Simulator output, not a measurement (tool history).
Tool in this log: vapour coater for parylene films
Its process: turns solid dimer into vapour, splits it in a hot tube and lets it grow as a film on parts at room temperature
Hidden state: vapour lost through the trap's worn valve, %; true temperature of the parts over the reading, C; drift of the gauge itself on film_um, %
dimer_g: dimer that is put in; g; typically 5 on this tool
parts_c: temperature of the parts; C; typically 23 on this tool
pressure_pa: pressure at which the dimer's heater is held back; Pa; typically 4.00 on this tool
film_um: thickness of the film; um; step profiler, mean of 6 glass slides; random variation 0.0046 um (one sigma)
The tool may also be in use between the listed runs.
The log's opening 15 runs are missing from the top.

| run | hour | dimer_g | parts_c | pressure_pa | hours of work since the trap's valve was overhauled | hours of work since the table's thermometer was calibrated | film_um |
|---|---|---|---|---|---|---|---|
| 16 | 185.9 | 5 | 23 | 10.41 | 59 | 416 | 1.325 |
| 17 | 202.0 | 5 | 23 | 10.41 | 67 | 425 | 1.318 |
| 18 | 209.1 | 5 | 23 | 10.41 | 71 | 428 | 1.314 |
| 19 | 215.8 | 5 | 23 | 10.41 | 75 | 432 | 1.313 |
| 20 | 231.7 | 5 | 23 | 4.00 | 83 | 440 | 1.594 |
| 21 | 238.3 | 5 | 18 | 4.00 | 86 | 444 | 1.839 |
| 22 | 247.2 | 5 | 18 | 4.00 | 91 | 448 | 1.836 |
| 23 | 256.2 | 5 | 18 | 4.00 | 96 | 453 | 1.843 |
| 24 | 269.7 | 5 | 18 | 4.00 | 103 | 460 | 1.834 |
| 25 | 284.2 | 8 | 18 | 2.56 | 110 | 468 | 3.198 |
| 26 | 297.9 | 3 | 20 | 10.70 | 118 | 475 | 0.857 |
| 27 | 308.3 | 3 | 20 | 10.70 | 123 | 480 | 0.847 |
| 28 | 317.5 | 7 | 20 | 4.67 | 128 | 485 | 2.340 |
| 29 | 327.4 | 4 | 23 | 4.00 | 133 | 490 | 1.261 |
| 30 | 339.9 | 4 | 23 | 4.00 | 140 | 497 | 1.269 |
| 31 | 349.3 | 2 | 23 | 2.77 | 144 | 502 | 0.687 |
| 32 | 357.2 | 2 | 23 | 2.77 | 149 | 506 | 0.678 |
| 33 | 370.9 | 4 | 34 | 2.10 | 156 | 513 | 1.047 |

For run 34, what comes out?
| 34 | 382.5 | 5 | 23 | 11.75 | 162 | 519 | ? |

Run 34 gave film_um 1.280 um.
The same run, on a tool lacking any hidden state, would have yielded film_um 1.277 um.
